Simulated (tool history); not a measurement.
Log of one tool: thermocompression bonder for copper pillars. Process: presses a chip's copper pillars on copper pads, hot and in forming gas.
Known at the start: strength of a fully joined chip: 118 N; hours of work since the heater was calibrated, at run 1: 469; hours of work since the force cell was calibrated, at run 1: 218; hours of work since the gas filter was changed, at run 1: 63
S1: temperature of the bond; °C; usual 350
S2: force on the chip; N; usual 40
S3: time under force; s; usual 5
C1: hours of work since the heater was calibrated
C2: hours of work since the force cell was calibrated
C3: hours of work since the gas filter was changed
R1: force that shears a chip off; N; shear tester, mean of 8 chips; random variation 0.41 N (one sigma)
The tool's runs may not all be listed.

run,hour,S1,S2,S3,C1,C2,C3,R1
1,0.0,350,40,5,469,218,63,49.9
2,12.3,352,40,5,476,225,71,51.0
3,28.9,352,40,5,486,235,81,50.6
4,42.8,352,40,5,494,244,89,51.1
5,58.9,352,40,5,504,253,99,50.7
6,84.2,350,40,5,520,269,114,49.9
7,100.1,350,40,5,529,278,124,49.9
8,123.7,350,40,5,543,292,138,49.4
9,142.3,332,40,5,555,304,149,39.8
# hour 149.8: heater calibrated with a thermocouple chip
10,157.3,350,43,5,5,312,157,44.0
11,169.6,350,43,5,12,319,165,44.5
12,181.9,350,52,3,19,326,172,42.0
13,206.8,327,42,6,34,341,187,33.7
14,222.4,322,51,6,44,351,197,37.3
15,239.9,361,38,4,54,361,207,42.2
16,259.1,321,55,8,66,373,219,43.1
17,278.2,340,54,4,78,385,230,42.3
18,294.6,350,24,5,87,394,240,28.2
19,313.2,350,24,5,99,406,251,28.4
20,328.9,350,24,5,108,415,261,28.1
21,345.0,372,38,5,118,425,271,52.0

Forecast each of these 4 alternatives for the next run:
A,362.1,372,38,7,128,435,281,?
B,362.1,350,27,5,128,435,281,?
C,362.1,374,40,3,128,435,281,?
D,362.1,379,28,5,128,435,281,?

run,R1
A,59.1
B,31.3
C,45.6
D,45.1
Without the tool's hidden state the same runs would have given:
run,R1
A,62.8
B,33.0
C,48.4
D,48.0
